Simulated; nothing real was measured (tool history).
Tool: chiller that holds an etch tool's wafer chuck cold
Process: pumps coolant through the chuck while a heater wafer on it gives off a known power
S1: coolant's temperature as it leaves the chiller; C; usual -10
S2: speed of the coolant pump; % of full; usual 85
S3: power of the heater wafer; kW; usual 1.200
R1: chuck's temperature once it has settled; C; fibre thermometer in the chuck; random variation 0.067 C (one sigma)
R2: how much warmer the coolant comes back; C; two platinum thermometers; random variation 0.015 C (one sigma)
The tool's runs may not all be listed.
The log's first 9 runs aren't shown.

run,hour,S1,S2,S3,R1,R2
10,278.4,-5,85,1.200,6.96,4.37
11,302.1,-5,85,1.200,6.82,4.34
12,327.1,-5,85,1.200,6.90,4.35
13,358.2,-10,85,1.200,1.95,4.34
14,388.6,-10,85,1.200,1.85,4.37
15,429.0,-10,85,1.200,1.90,4.35
16,455.3,-10,85,1.200,1.98,4.34
17,479.6,-11,68,0.827,-0.88,3.87
18,509.3,-11,68,0.827,-1.02,3.86
19,531.1,-11,68,0.827,-0.97,3.86
20,555.3,-4,96,1.280,7.54,4.05
21,592.6,-9,87,1.445,5.17,5.11
22,637.1,-9,61,1.445,9.98,7.66
23,657.4,-7,84,1.154,4.70,4.26
24,693.2,-2,77,0.680,5.56,2.77
25,711.9,-2,77,0.680,5.49,2.77
26,741.1,-10,85,0.908,-0.91,3.30
27,764.2,-10,85,0.908,-0.81,3.31
28,789.3,-14,74,1.037,-2.38,4.42
29,828.4,-14,74,1.037,-2.19,4.44
30,847.5,-14,74,1.037,-2.16,4.41
31,868.8,-15,85,1.200,-2.88,4.40

Forecast each of these 3 alternatives for the next run:
A,905.3,-2,85,0.771,?,?
B,905.3,-16,65,1.743,?,?
C,905.3,-6,85,0.908,?,?

run,R1,R2
A,5.81,2.81
B,6.10,8.63
C,3.15,3.30
Without the tool's hidden state the same runs would have given:
run,R1,R2
A,5.22,2.67
B,4.67,8.20
C,2.48,3.14
